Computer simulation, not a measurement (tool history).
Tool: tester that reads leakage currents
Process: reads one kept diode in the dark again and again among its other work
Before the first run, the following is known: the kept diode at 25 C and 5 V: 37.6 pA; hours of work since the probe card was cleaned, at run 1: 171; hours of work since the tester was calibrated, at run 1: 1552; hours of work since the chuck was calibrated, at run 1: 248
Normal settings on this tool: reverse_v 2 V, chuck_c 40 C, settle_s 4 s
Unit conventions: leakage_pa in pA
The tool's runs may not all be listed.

run	hour	reverse_v	chuck_c	settle_s	hours of work since the probe card was cleaned	hours of work since the tester was calibrated	hours of work since the chuck was calibrated	leakage_pa
1	0	2	40	4	171	1552	248	87.27
2	73.9	2	22	4	206	1587	282	17.73
3	163.3	2	40	4	247	1629	324	86.94
4	240.9	2	40	4	283	1665	360	87.75
5	411.1	2	40	4	363	1744	439	86.78
6	530.5	7.84	40	4	419	1800	495	177.36
7	647.6	2.01	40	4	473	1855	550	87.67
8	725.9	2.01	31	4	510	1891	586	40.43
# hour 831: chuck's temperature calibrated
9	874.9	2.01	31	5.01	578	1960	20	40.41
10	950	2.01	31	5.01	613	1995	55	40.41
11	1068.7	2	40	4	669	2050	111	87.65
12	1218.6	2	40	4	739	2120	181	87.33
13	1345	13.48	40	4	798	2179	240	235.83
14	1499.3	13.48	40	4.6	870	2251	312	235.64
15	1655.8	13.48	40	4.6	943	2324	385	234.82
16	1811.7	2	40	4	1016	2397	458	86.8
17	1890.9	2	40	4	1052	2434	495	87.03
18	2000.8	7.49	40	4	1104	2485	546	173.66
19	2133.9	7.49	40	4	1166	2547	608	172.92
# hour 2192.9: chuck's temperature calibrated
# hour 2252.8: tester calibrated
20	2261.1	2	40	4	1223	4	31	87.15
21	2425.4	2	40	4	1300	81	108	87.19
22	2541.8	2	45	1.22	1354	135	162	131.51
23	2694.8	2	45	1.22	1426	206	233	131.66
24	2828.4	3.65	40	4	1488	269	296	119.24
25	2933.2	3.65	21	1.25	1537	317	345	22.23
26	3071.7	3.65	21	1.25	1602	382	409	22.11
27	3145.4	3.22	40	0.72	1636	416	444	111.86
28	3271	8.9	40	0.36	1695	475	502	190.83
29	3439	11.54	40	3.67	1773	553	581	215.37
30	3525.1	11.54	40	3.67	1813	594	621	216.1
# hour 3564.6: chuck's temperature calibrated
31	3684.5	11.54	40	3.67	1887	667	56	218.8

Run 32 has not been measured yet. What should we expect?
32	3813.2	11.54	40	3.67	1947	727	116	?

leakage_pa: 217.38 pA
Minus the tool's unlogged condition, the same run would have read leakage_pa 217.39 pA.
